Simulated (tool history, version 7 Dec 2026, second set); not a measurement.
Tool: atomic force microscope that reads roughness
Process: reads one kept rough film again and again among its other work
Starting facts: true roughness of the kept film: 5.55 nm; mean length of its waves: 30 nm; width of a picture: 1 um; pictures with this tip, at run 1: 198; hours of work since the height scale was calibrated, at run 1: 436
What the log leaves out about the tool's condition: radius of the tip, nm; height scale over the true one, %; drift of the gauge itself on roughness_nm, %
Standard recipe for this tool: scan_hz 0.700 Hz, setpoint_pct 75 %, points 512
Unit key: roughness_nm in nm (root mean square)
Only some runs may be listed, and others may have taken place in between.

run   hour  scan_hz  setpoint_pct  points  pictures with this tip  hours of work since the height scale was calibrated  roughness_nm
  1    0.0    0.700            75     512                     198                                                  436         3.939
  2   10.8    0.700            81     512                     212                                                  442         3.852
  3   24.5    0.700            81     512                     229                                                  450         3.824
  4   42.1    0.700            75     512                     252                                                  460         3.823
      57.2  -- new tip fitted
  5   63.3    0.700            75     512                       7                                                  472         4.680
  6   73.9    2.590            75     512                      21                                                  478         4.131
  7   86.2    2.590            58     512                      37                                                  485         4.545
  8   99.2    0.700            86     512                      53                                                  493         4.379
  9  120.5    0.700            86     512                      81                                                  505         4.243
 10  135.5    0.700            86     512                     100                                                  514         4.226
 11  151.2    0.700            59     512                     120                                                  523         4.411
 12  169.2    0.700            75     512                     143                                                  533         4.186
 13  188.8    0.700            75     512                     168                                                  545         4.142
 14  202.9    0.700            75     512                     187                                                  553         4.077
 15  214.2    0.700            75     512                     201                                                  559         4.023
 16  232.5    0.700            75     491                     225                                                  570         3.986
 17  247.0    0.700            75     491                     243                                                  578         3.938
 18  260.3    0.700            75     491                     260                                                  586         3.903
     269.1  -- new tip fitted
 19  275.5    0.700            75     512                       8                                                  595         4.653
 20  286.8    0.700            75     512                      22                                                  601         4.627
 21  307.0    0.700            75     512                      48                                                  613         4.547
 22  329.5    0.700            75     512                      77                                                  626         4.409
 23  347.3    0.700            75     512                     100                                                  636         4.355
 24  360.0    0.700            75     512                     116                                                  644         4.275
 25  379.2    2.429            71     725                     141                                                  655         3.949
 26  400.2    2.429            71     725                     168                                                  667         3.845
 27  411.2    2.429            71     725                     182                                                  673         3.784
 28  423.9    2.445            75     272                     198                                                  681         3.587
 29  442.0    0.700            71     512                     222                                                  691         3.993
 30  452.7    2.330            75     512                     235                                                  697         3.563
 31  469.2    1.187            75     364                     256                                                  707         3.741
     481.2  -- new tip fitted
 32  490.4    1.676            75     760                      12                                                  719         4.395
 33  513.1    0.734            80     911                      41                                                  732         4.469
 34  529.9    0.734            80     911                      63                                                  742         4.404
 35  547.9    0.947            76    1004                      86                                                  752         4.338
 36  567.5    0.729            65     437                     111                                                  764         4.414
 37  582.9    2.273            75     850                     131                                                  773         3.871
 38  604.4    3.780            74     898                     158                                                  785         3.516
 39  625.9    0.674            62     389                     186                                                  798         4.182
 40  640.3    0.674            62     389                     204                                                  806         4.074
 41  658.0    0.700            87     463                     227                                                  816         3.826
 42  668.5    0.700            87     463                     240                                                  822         3.780
 43  680.5    0.700            87     463                     256                                                  829         3.743
     693.1  -- new tip fitted
 44  698.1    3.411            81     552                       7                                                  839         3.750
 45  720.5    1.311            76     512                      36                                                  852         4.407
 46  742.1    2.341            82     949                      63                                                  865         3.873
 47  759.8    1.374            83     356                      86                                                  875         4.074

Each run again, without the hidden state but with its own random variation kept:
run  roughness_nm
  1         4.686
  2         4.623
  3         4.644
  4         4.717
  5         4.701
  6         4.197
  7         4.681
  8         4.566
  9         4.524
 10         4.571
 11         4.845
 12         4.679
 13         4.716
 14         4.706
 15         4.687
 16         4.720
 17         4.722
 18         4.740
 19         4.702
 20         4.731
 21         4.743
 22         4.705
 23         4.727
 24         4.691
 25         4.416
 26         4.381
 27         4.357
 28         4.181
 29         4.741
 30         4.274
 31         4.549
 32         4.446
 33         4.635
 34         4.642
 35         4.656
 36         4.833
 37         4.307
 38         3.991
 39         4.844
 40         4.775
 41         4.559
 42         4.545
 43         4.543
 44         3.771
 45         4.536
 46         4.064
 47         4.346
